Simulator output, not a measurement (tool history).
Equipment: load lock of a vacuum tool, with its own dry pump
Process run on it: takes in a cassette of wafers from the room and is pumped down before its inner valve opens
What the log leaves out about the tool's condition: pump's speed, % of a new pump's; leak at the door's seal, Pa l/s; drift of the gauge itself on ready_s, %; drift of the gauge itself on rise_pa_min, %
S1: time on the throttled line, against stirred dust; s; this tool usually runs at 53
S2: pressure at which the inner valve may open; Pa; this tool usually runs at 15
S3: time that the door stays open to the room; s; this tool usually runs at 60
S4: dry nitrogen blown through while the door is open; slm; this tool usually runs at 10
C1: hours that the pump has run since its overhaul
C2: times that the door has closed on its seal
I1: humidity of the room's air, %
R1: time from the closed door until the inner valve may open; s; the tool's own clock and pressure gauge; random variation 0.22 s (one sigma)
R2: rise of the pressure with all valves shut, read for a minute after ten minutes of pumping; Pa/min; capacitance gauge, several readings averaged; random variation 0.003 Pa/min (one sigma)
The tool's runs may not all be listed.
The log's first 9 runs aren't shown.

run,day,S1,S2,S3,S4,C1,C2,I1,R1,R2
10,153.612,52,15,60,10,3950,16644,46.4,78.8,0.039
11,169.088,52,15,60,10,4321,18209,45.7,79.1,0.036
12,196.288,52,15,60,10,4974,20960,48.7,78.5,0.047
13,216.617,52,15,60,10,5462,23015,47.1,78.6,0.047
14,237.408,53,15,60,10,5961,25118,44.4,79.3,0.041
15,263.808,53,15,60,10,6595,27788,43.4,79.9,0.037
16,276.700,53,15,60,10,6904,29092,46.7,79.1,0.048
17,296.379,53,15,60,10,7376,31082,46.8,79.4,0.045
18,317.138,65,15,60,10,7874,33181,41.9,88.9,0.039
19,342.450,39,15,60,10,8482,35741,44.2,68.6,0.041

Run 20, settings as shown, results not yet in. Your forecast:
20,369.617,29,13,60,10,9134,38489,46.6,?,?

For run 20 the tool returned R1 60.3 s, R2 0.042 Pa/min.
Without the tool's hidden state the same run would have given R1 60.3 s, R2 0.042 Pa/min.

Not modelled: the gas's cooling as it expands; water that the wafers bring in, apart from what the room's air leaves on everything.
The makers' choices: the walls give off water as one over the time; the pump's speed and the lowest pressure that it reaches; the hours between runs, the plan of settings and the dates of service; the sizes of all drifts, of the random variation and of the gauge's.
